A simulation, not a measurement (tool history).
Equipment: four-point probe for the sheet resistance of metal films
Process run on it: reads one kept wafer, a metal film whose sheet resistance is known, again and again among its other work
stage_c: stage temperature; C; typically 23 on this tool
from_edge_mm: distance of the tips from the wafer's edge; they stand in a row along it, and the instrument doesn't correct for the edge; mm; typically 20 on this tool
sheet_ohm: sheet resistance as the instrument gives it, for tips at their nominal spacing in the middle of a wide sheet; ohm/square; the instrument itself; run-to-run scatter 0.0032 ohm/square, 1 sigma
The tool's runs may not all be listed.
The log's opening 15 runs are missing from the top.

run,hour,stage_c,from_edge_mm,touches since the probe head was changed,hours of work since the stage's thermometer was calibrated,sheet_ohm
16,496.2,21,20,27450,1356,16.029376
17,536.2,21,20,29226,1381,16.016949
18,580.5,21,20,31193,1408,16.010016
19,625.0,23,20,33165,1436,16.000454
20,646.5,23,20,34118,1449,15.995940
21,666.2,23,20,34995,1462,15.993032
22,703.0,23,20,36626,1484,15.994243
23,730.1,21,4,37829,1501,16.130192
24,775.9,30,68,39859,1530,15.950395
25,808.1,23,43,41289,1550,15.985462
26,854.1,22,14,43332,1579,15.992941
27,887.4,34,24,44810,1599,15.920584
28,923.6,24,57,46413,1622,15.962248
29,965.6,23,49,48276,1648,15.973813
30,1008.2,23,49,50166,1675,15.975650
31,1033.5,23,3,51288,1690,16.202099
32,1075.4,23,3,53146,1716,16.197226
33,1096.6,34,25,54088,1730,15.914297
34,1137.9,24,5,55920,1755,16.037522
35,1157.4,20,10,56784,1767,15.992024
36,1183.1,20,10,57926,1784,15.988067
37,1226.6,28,16,59859,1811,15.930280

Expected results for the next run?
38,1270.8,34,52,61817,1838,?

{"run 38": {"sheet_ohm": 15.889937}}
On a tool with no hidden condition, and with the same random variation, this run would have come out at sheet_ohm 16.000955 ohm/square.
